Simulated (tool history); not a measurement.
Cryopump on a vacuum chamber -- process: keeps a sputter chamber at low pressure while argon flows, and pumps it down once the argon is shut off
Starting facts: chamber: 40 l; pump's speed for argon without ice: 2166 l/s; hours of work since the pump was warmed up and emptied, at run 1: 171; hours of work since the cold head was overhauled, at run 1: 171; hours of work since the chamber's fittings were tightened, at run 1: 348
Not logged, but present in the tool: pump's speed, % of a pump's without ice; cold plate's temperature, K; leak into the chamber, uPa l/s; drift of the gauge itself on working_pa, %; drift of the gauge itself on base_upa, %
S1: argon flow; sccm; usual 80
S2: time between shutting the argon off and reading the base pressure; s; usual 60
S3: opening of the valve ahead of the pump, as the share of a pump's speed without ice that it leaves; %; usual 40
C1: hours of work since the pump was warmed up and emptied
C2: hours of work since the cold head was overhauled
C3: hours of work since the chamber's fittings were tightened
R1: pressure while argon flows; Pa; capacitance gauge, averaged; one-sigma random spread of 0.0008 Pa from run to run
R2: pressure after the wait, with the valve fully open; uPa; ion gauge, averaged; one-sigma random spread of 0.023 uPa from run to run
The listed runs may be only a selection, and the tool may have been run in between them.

run,hour,S1,S2,S3,C1,C2,C3,R1,R2
1,0,80,60,40,171,171,348,0.1603,0.82
2,35.1,80,60,40,190,190,367,0.1605,0.81
3,60.2,80,60,40,203,203,380,0.1604,0.83
4,94.8,80,60,40,221,221,398,0.1624,0.85
5,129.2,80,60,40,239,239,416,0.1626,0.85
6,146.7,80,60,40,248,248,425,0.1615,0.83
7,173.8,80,60,40,262,262,440,0.1628,0.83
8,199.1,80,60,40,276,276,453,0.1637,0.84
9,234.1,80,183,40,294,294,471,0.1628,0.46
10,263.6,80,183,40,309,309,487,0.1637,0.41
11,288.9,80,183,40,323,323,500,0.1625,0.47
12,322.7,80,183,40,340,340,518,0.1654,0.47
13,351.5,90,183,40,355,355,533,0.185,0.47
14,382.4,98,185,57,372,372,549,0.1434,0.48
15,416.7,124,60,48,390,390,567,0.2136,0.88
16,437.9,134,89,44,401,401,578,0.2544,0.69
17,471.3,134,89,44,418,418,595,0.2545,0.72
18,504.2,134,89,36,435,435,613,0.3084,0.68
19,529.7,49,269,40,449,449,626,0.1021,0.43
20,560.4,48,75,57,465,465,642,0.072,0.73
21,576.4,48,75,38,473,473,651,0.1056,0.79
22,596.5,74,67,18,484,484,661,0.331,0.83
23,632,123,274,26,502,502,680,0.3877,0.45
24,659.4,32,60,40,517,517,694,0.0685,0.95
25,679.5,152,60,47,527,527,705,0.2747,0.9

For some of the steps in R1 from one run to the next: how much would appear even if the tool had no hidden state, given the settings, what came in and random variation, and how much remains for the hidden state plus any gauge scatter that the measured result and the result without hidden state don't share?
Run 21 -> 22: S1 48 -> 74, S2 75 -> 67, S3 38 -> 18. R1 +0.2254 Pa: hidden state +0.0038, all else +0.2216.
Run 23 -> 24: S1 123 -> 32, S2 274 -> 60, S3 26 -> 40. R1 -0.3192 Pa: hidden state -0.0134, all else -0.3058.
Run 24 -> 25: S1 32 -> 152, S3 40 -> 47. R1 +0.2062 Pa: hidden state +0.0188, all else +0.1874.
